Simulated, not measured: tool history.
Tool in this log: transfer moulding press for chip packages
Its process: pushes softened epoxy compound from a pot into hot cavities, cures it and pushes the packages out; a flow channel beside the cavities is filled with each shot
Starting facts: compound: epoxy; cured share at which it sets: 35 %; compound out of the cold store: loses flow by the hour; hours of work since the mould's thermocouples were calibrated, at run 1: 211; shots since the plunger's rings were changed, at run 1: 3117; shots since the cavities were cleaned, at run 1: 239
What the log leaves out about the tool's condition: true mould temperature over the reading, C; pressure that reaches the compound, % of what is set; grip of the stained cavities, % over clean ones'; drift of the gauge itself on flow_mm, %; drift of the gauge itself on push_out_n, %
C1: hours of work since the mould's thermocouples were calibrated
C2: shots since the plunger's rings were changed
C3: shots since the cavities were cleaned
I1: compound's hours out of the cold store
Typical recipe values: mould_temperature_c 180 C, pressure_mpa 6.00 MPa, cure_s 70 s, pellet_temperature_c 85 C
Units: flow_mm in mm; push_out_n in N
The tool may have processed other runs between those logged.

run 1 hour=0.0 | mould_temperature_c=180 pressure_mpa=6.00 cure_s=70 pellet_temperature_c=85 | C1=211 C2=3117 C3=239 | I1=34.0 | flow_mm=541 push_out_n=727
run 2 hour=7.1 | mould_temperature_c=180 pressure_mpa=6.00 cure_s=70 pellet_temperature_c=85 | C1=217 C2=3258 C3=380 | I1=38.7 | flow_mm=530 push_out_n=787
run 3 hour=17.7 | mould_temperature_c=180 pressure_mpa=6.00 cure_s=70 pellet_temperature_c=85 | C1=225 C2=3473 C3=595 | I1=20.6 | flow_mm=571 push_out_n=942
-- hour=23.7 cavities cleaned with cleaning compound and waxed
run 4 hour=24.9 | mould_temperature_c=180 pressure_mpa=6.00 cure_s=70 pellet_temperature_c=85 | C1=230 C2=3586 C3=22 | I1=27.9 | flow_mm=554 push_out_n=561
run 5 hour=34.7 | mould_temperature_c=180 pressure_mpa=6.00 cure_s=70 pellet_temperature_c=85 | C1=237 C2=3784 C3=220 | I1=14.9 | flow_mm=588 push_out_n=776
run 6 hour=43.6 | mould_temperature_c=180 pressure_mpa=6.00 cure_s=70 pellet_temperature_c=85 | C1=245 C2=3963 C3=399 | I1=45.8 | flow_mm=515 push_out_n=825
run 7 hour=49.6 | mould_temperature_c=180 pressure_mpa=6.00 cure_s=70 pellet_temperature_c=85 | C1=249 C2=4085 C3=521 | I1=10.7 | flow_mm=594 push_out_n=972
run 8 hour=55.5 | mould_temperature_c=180 pressure_mpa=6.00 cure_s=70 pellet_temperature_c=85 | C1=254 C2=4203 C3=639 | I1=10.2 | flow_mm=594 push_out_n=995
-- hour=59.0 cavities cleaned with cleaning compound and waxed
run 9 hour=69.0 | mould_temperature_c=180 pressure_mpa=6.00 cure_s=109 pellet_temperature_c=85 | C1=264 C2=4444 C3=202 | I1=41.3 | flow_mm=519 push_out_n=530
run 10 hour=76.1 | mould_temperature_c=180 pressure_mpa=6.00 cure_s=109 pellet_temperature_c=85 | C1=269 C2=4587 C3=345 | I1=9.8 | flow_mm=594 push_out_n=587
run 11 hour=87.1 | mould_temperature_c=180 pressure_mpa=6.00 cure_s=109 pellet_temperature_c=85 | C1=278 C2=4808 C3=566 | I1=20.4 | flow_mm=563 push_out_n=690
-- hour=94.6 cavities cleaned with cleaning compound and waxed
run 12 hour=97.0 | mould_temperature_c=180 pressure_mpa=6.00 cure_s=109 pellet_temperature_c=85 | C1=285 C2=4976 C3=47 | I1=19.2 | flow_mm=565 push_out_n=376
run 13 hour=109.1 | mould_temperature_c=180 pressure_mpa=6.00 cure_s=109 pellet_temperature_c=85 | C1=295 C2=5220 C3=291 | I1=34.8 | flow_mm=530 push_out_n=565
run 14 hour=115.3 | mould_temperature_c=180 pressure_mpa=6.00 cure_s=109 pellet_temperature_c=85 | C1=300 C2=5344 C3=415 | I1=13.9 | flow_mm=578 push_out_n=638
run 15 hour=122.8 | mould_temperature_c=180 pressure_mpa=6.00 cure_s=109 pellet_temperature_c=85 | C1=305 C2=5495 C3=566 | I1=47.2 | flow_mm=499 push_out_n=697
-- hour=126.5 plunger's sealing rings changed
-- hour=133.3 cavities cleaned with cleaning compound and waxed
run 16 hour=136.8 | mould_temperature_c=180 pressure_mpa=6.00 cure_s=109 pellet_temperature_c=85 | C1=314 C2=178 C3=70 | I1=15.3 | flow_mm=612 push_out_n=418
run 17 hour=145.1 | mould_temperature_c=175 pressure_mpa=6.76 cure_s=64 pellet_temperature_c=86 | C1=320 C2=346 C3=238 | I1=26.8 | flow_mm=630 push_out_n=1308
run 18 hour=151.7 | mould_temperature_c=175 pressure_mpa=6.76 cure_s=64 pellet_temperature_c=86 | C1=325 C2=477 C3=369 | I1=26.9 | flow_mm=628 push_out_n=1435
run 19 hour=163.0 | mould_temperature_c=177 pressure_mpa=7.29 cure_s=71 pellet_temperature_c=84 | C1=334 C2=705 C3=597 | I1=43.5 | flow_mm=603 push_out_n=1040
-- hour=168.7 cavities cleaned with cleaning compound and waxed
run 20 hour=170.5 | mould_temperature_c=177 pressure_mpa=7.29 cure_s=71 pellet_temperature_c=84 | C1=339 C2=825 C3=35 | I1=16.7 | flow_mm=675 push_out_n=648
run 21 hour=177.5 | mould_temperature_c=175 pressure_mpa=6.07 cure_s=70 pellet_temperature_c=83 | C1=345 C2=966 C3=176 | I1=19.3 | flow_mm=611 push_out_n=965
run 22 hour=188.2 | mould_temperature_c=176 pressure_mpa=6.77 cure_s=70 pellet_temperature_c=85 | C1=353 C2=1180 C3=390 | I1=46.9 | flow_mm=571 push_out_n=974
run 23 hour=195.6 | mould_temperature_c=188 pressure_mpa=6.00 cure_s=70 pellet_temperature_c=88 | C1=359 C2=1330 C3=540 | I1=41.5 | flow_mm=524 push_out_n=692
run 24 hour=201.0 | mould_temperature_c=180 pressure_mpa=6.30 cure_s=61 pellet_temperature_c=85 | C1=364 C2=1439 C3=649 | I1=45.6 | flow_mm=543 push_out_n=1190
-- hour=204.0 cavities cleaned with cleaning compound and waxed
run 25 hour=210.9 | mould_temperature_c=180 pressure_mpa=6.30 cure_s=90 pellet_temperature_c=85 | C1=370 C2=1607 C3=138 | I1=24.9 | flow_mm=590 push_out_n=490
run 26 hour=217.3 | mould_temperature_c=180 pressure_mpa=7.24 cure_s=55 pellet_temperature_c=85 | C1=375 C2=1737 C3=268 | I1=44.0 | flow_mm=587 push_out_n=1214
run 27 hour=222.4 | mould_temperature_c=182 pressure_mpa=6.03 cure_s=66 pellet_temperature_c=92 | C1=380 C2=1839 C3=370 | I1=35.3 | flow_mm=544 push_out_n=806
run 28 hour=229.4 | mould_temperature_c=182 pressure_mpa=6.03 cure_s=66 pellet_temperature_c=92 | C1=385 C2=1979 C3=510 | I1=15.6 | flow_mm=590 push_out_n=914

Forecast each of these 5 alternatives for the next run:
run A hour=235.7 | mould_temperature_c=178 pressure_mpa=4.97 cure_s=70 pellet_temperature_c=93 | C1=390 C2=2107 C3=638 | I1=22.6 | flow_mm=? push_out_n=?
run B hour=235.7 | mould_temperature_c=180 pressure_mpa=4.92 cure_s=70 pellet_temperature_c=85 | C1=390 C2=2107 C3=638 | I1=29.4 | flow_mm=? push_out_n=?
run C hour=235.7 | mould_temperature_c=185 pressure_mpa=6.34 cure_s=70 pellet_temperature_c=85 | C1=390 C2=2107 C3=638 | I1=8.2 | flow_mm=? push_out_n=?
run D hour=235.7 | mould_temperature_c=180 pressure_mpa=6.64 cure_s=70 pellet_temperature_c=85 | C1=390 C2=2107 C3=638 | I1=37.2 | flow_mm=? push_out_n=?
run E hour=235.7 | mould_temperature_c=176 pressure_mpa=6.03 cure_s=57 pellet_temperature_c=86 | C1=390 C2=2107 C3=638 | I1=26.4 | flow_mm=? push_out_n=?

run=A flow_mm=532 push_out_n=1030
run=B flow_mm=511 push_out_n=943
run=C flow_mm=624 push_out_n=825
run=D flow_mm=573 push_out_n=963
run=E flow_mm=581 push_out_n=1959
Take away the tool's hidden state, keep each run's random variation, and the runs would have read:
run=A flow_mm=546 push_out_n=534
run=B flow_mm=525 push_out_n=491
run=C flow_mm=640 push_out_n=425
run=D flow_mm=589 push_out_n=501
run=E flow_mm=597 push_out_n=1027
